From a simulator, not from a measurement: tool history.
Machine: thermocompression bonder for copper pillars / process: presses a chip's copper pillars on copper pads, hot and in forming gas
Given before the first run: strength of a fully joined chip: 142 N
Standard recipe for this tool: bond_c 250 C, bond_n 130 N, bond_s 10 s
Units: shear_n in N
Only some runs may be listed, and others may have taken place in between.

run,hour,bond_c,bond_n,bond_s,shear_n
1,0.0,250,130,10,67.7
2,70.2,250,130,10,66.9
3,135.4,267,130,10,78.1
# hour 149.8: forming gas filter changed
4,192.3,250,130,10,66.5
5,238.5,238,130,10,61.2
6,326.9,250,130,10,68.0
# hour 344.9: force cell calibrated
# hour 361.6: forming gas filter changed
7,371.3,250,130,10,67.3
8,413.4,250,130,10,67.2
9,463.2,250,130,10,67.5
# hour 503.4: heater calibrated with a thermocouple chip
10,525.4,250,130,10,66.4
# hour 574.7: forming gas filter changed
11,611.7,250,130,10,68.1
12,667.1,232,101,10,48.0
13,738.9,261,188,29,113.1
# hour 786.6: forming gas filter changed
14,804.2,261,188,29,113.0
15,852.0,261,188,29,116.1
16,927.4,261,188,29,116.4
17,984.7,261,188,8,81.2
# hour 993.4: forming gas filter changed
18,1045.1,261,188,8,84.2
19,1130.1,276,130,10,86.9
# hour 1204.9: forming gas filter changed
20,1210.8,276,130,10,86.1

Consider 5 possible next runs. They are alternatives, not a sequence: every one starts from the tool as it was left by run 20. What does each give?
A,1300.4,233,130,23,?
B,1300.4,276,130,8,?
C,1300.4,244,82,13,?
D,1300.4,250,98,10,?
E,1300.4,232,139,6,?

run,shear_n
A,76.2
B,78.5
C,55.1
D,59.0
E,47.8
With no hidden state in the tool, these same runs would have given:
run,shear_n
A,76.3
B,78.7
C,55.3
D,59.1
E,47.9
